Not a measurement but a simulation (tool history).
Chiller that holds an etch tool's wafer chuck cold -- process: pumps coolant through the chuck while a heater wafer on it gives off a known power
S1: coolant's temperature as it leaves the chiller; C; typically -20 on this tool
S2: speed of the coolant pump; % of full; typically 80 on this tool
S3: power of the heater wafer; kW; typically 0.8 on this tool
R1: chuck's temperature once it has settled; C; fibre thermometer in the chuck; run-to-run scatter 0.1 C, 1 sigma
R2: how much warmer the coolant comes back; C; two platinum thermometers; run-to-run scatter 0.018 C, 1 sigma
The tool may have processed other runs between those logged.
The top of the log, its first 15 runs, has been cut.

Run 16, day 25.796: usual settings. Result: R1 -14.9 C, R2 2.42 C.
Run 17, day 27.45: usual settings but S1 -22 C, S2 96 % of full, S3 1.147 kW. Result: R1 -15.6 C, R2 2.82 C.
Run 18, day 29.104: usual settings but S3 0.466 kW. Result: R1 -16.8 C, R2 1.41 C.
Run 19, day 30.679: usual settings but S3 1.132 kW. Result: R1 -12.4 C, R2 3.44 C.
Run 20, day 31.858: usual settings but S2 82 % of full, S3 1.156 kW. Result: R1 -12.6 C, R2 3.37 C.
Run 21, day 34.171: usual settings but S1 -15 C, S2 71 % of full, S3 1.039 kW. Result: R1 -7.3 C, R2 3.61 C.
Run 22, day 35.904: usual settings but S1 -15 C, S2 77 % of full, S3 1.039 kW. Result: R1 -7.8 C, R2 3.25 C.
Run 23, day 38.025: usual settings but S1 -15 C, S2 77 % of full, S3 1.039 kW. Result: R1 -7.7 C, R2 3.25 C.
Run 24, day 39.958: usual settings but S1 -10 C, S2 77 % of full, S3 1.039 kW. Result: R1 -2.9 C, R2 3.3 C.
At day 41.312: chiller's thermometer calibrated.
Run 25, day 41.362: usual settings but S1 -23 C, S2 60 % of full, S3 0.608 kW. Result: R1 -17.7 C, R2 2.57 C.
Run 26, day 43.512: usual settings but S1 -18 C, S2 70 % of full, S3 0.885 kW. Result: R1 -11.2 C, R2 3.14 C.
Run 27, day 44.758: usual settings but S1 -18 C, S2 70 % of full, S3 0.885 kW. Result: R1 -11.3 C, R2 3.14 C.
Run 28, day 46.704: usual settings but S1 -15 C, S2 77 % of full, S3 0.983 kW. Result: R1 -8.2 C, R2 3.11 C.
Run 29, day 48.321: usual settings but S1 -15 C, S2 77 % of full, S3 0.983 kW. Result: R1 -8.2 C, R2 3.12 C.
Run 30, day 50.712: usual settings but S1 -13 C, S2 88 % of full, S3 1.088 kW. Result: R1 -6.5 C, R2 2.95 C.
Run 31, day 52.562: usual settings but S1 -13 C, S2 88 % of full, S3 1.088 kW. Result: R1 -6.6 C, R2 2.98 C.

Branching from run 31: 5 alternative next runs. What would each branch give?
Run A, day 53.908: usual settings but S1 -14 C, S2 66 % of full, S3 0.752 kW. Result: R1 ?, R2 ?.
Run B, day 53.908: usual settings but S2 88 % of full, S3 1.088 kW. Result: R1 ?, R2 ?.
Run C, day 53.908: usual settings but S1 -24 C, S2 76 % of full, S3 0.481 kW. Result: R1 ?, R2 ?.
Run D, day 53.908: usual settings but S1 -19 C, S2 88 % of full, S3 0.652 kW. Result: R1 ?, R2 ?.
Run E, day 53.908: usual settings but S1 -18 C, S2 97 % of full, S3 0.511 kW. Result: R1 ?, R2 ?.

run     R1    R2
  A   -7.8  2.85
  B  -13.3  2.98
  C  -20.5  1.53
  D  -15.1  1.75
  E  -15.2  1.27
Without the tool's unlogged condition, the same runs would have read:
run     R1    R2
  A   -8.2  2.79
  B  -13.6  2.91
  C  -20.7   1.5
  D  -15.3   1.7
  E  -15.3  1.24
